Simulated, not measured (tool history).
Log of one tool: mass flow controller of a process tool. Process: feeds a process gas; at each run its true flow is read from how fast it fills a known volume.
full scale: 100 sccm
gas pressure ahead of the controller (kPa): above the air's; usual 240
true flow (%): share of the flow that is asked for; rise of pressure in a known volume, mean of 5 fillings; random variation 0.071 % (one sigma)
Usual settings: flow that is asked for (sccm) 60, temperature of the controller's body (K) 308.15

| run | hour | flow that is asked for (sccm) | gas pressure ahead of the controller (kPa) | temperature of the controller's body (K) | true flow (%) |
|---|---|---|---|---|---|
| 1 | 0.0 | 60 | 240 | 308.15 | 100.03 |
| 2 | 120.5 | 60 | 240 | 308.15 | 100.00 |
| 3 | 183.9 | 60 | 240 | 308.15 | 99.93 |
| 4 | 286.1 | 60 | 240 | 296.15 | 98.61 |
| 5 | 397.5 | 60 | 240 | 296.15 | 98.87 |
| 6 | 514.2 | 31 | 240 | 296.15 | 97.93 |
| 7 | 624.4 | 60 | 240 | 308.15 | 99.99 |
| 8 | 695.7 | 60 | 170 | 308.15 | 100.21 |
| 9 | 793.7 | 60 | 240 | 308.15 | 100.03 |
| 10 | 883.4 | 60 | 240 | 308.15 | 99.97 |
| 11 | 995.8 | 60 | 240 | 308.15 | 99.93 |
| 12 | 1098.4 | 60 | 240 | 308.15 | 99.86 |
| 13 | 1214.0 | 60 | 240 | 308.15 | 100.01 |
| 14 | 1339.6 | 60 | 240 | 308.15 | 99.82 |
| 15 | 1430.9 | 60 | 240 | 308.15 | 99.93 |
| 16 | 1522.4 | 60 | 240 | 308.15 | 99.98 |
| 17 | 1625.8 | 60 | 194 | 308.15 | 100.08 |
| 18 | 1704.0 | 60 | 240 | 308.15 | 100.00 |
| 19 | 1758.8 | 60 | 240 | 308.15 | 99.95 |
| 20 | 1859.7 | 60 | 209 | 308.15 | 100.10 |
| 21 | 1950.5 | 60 | 240 | 304.15 | 99.48 |
| 22 | 2078.1 | 60 | 240 | 304.15 | 99.51 |
| 23 | 2135.5 | 60 | 240 | 304.15 | 99.51 |
| 24 | 2234.7 | 60 | 240 | 308.15 | 99.96 |
| 25 | 2360.3 | 60 | 181 | 308.15 | 100.23 |
| 26 | 2457.6 | 60 | 169 | 310.15 | 100.36 |
| 27 | 2572.4 | 18 | 220 | 307.15 | 99.00 |
| 28 | 2684.2 | 60 | 184 | 308.15 | 100.01 |
| 29 | 2767.2 | 60 | 184 | 308.15 | 100.01 |
| 30 | 2875.1 | 24 | 184 | 298.15 | 98.31 |
| 31 | 2936.6 | 24 | 184 | 298.15 | 98.22 |
| 32 | 2993.8 | 32 | 184 | 303.15 | 99.02 |
| 33 | 3117.8 | 32 | 184 | 303.15 | 99.08 |
| 34 | 3220.1 | 32 | 184 | 303.15 | 98.99 |
| 35 | 3341.0 | 60 | 240 | 302.15 | 99.30 |
| 36 | 3444.9 | 60 | 240 | 302.15 | 99.22 |
| 37 | 3512.0 | 45 | 259 | 301.15 | 98.95 |
| 38 | 3569.6 | 45 | 152 | 301.15 | 99.20 |
| 39 | 3673.0 | 23 | 233 | 308.15 | 99.07 |
| 40 | 3756.6 | 23 | 262 | 308.15 | 99.03 |
| 41 | 3878.2 | 60 | 212 | 298.15 | 99.22 |
| 42 | 4005.3 | 60 | 212 | 298.15 | 99.00 |
| 43 | 4116.6 | 60 | 212 | 298.15 | 99.06 |
| 44 | 4180.6 | 60 | 168 | 299.15 | 99.29 |
| 45 | 4305.3 | 60 | 168 | 299.15 | 99.38 |
| 46 | 4427.9 | 60 | 168 | 299.15 | 99.24 |
| 47 | 4525.6 | 90 | 153 | 305.15 | 100.62 |
| 48 | 4583.9 | 11 | 153 | 312.15 | 99.44 |

5 ways to go on from here, each from the tool as it stands after run 48. What would each give?
| A | 4636.5 | 70 | 153 | 312.15 | ? |
| B | 4636.5 | 24 | 164 | 302.15 | ? |
| C | 4636.5 | 67 | 153 | 303.15 | ? |
| D | 4636.5 | 17 | 153 | 312.15 | ? |
| E | 4636.5 | 60 | 216 | 308.15 | ? |

| run | true flow (%) |
|---|---|
| A | 100.99 |
| B | 98.69 |
| C | 99.89 |
| D | 99.88 |
| E | 100.11 |
Without the tool's hidden state the same runs would have given:
| run | true flow (%) |
|---|---|
| A | 100.97 |
| B | 98.66 |
| C | 99.88 |
| D | 99.85 |
| E | 100.09 |
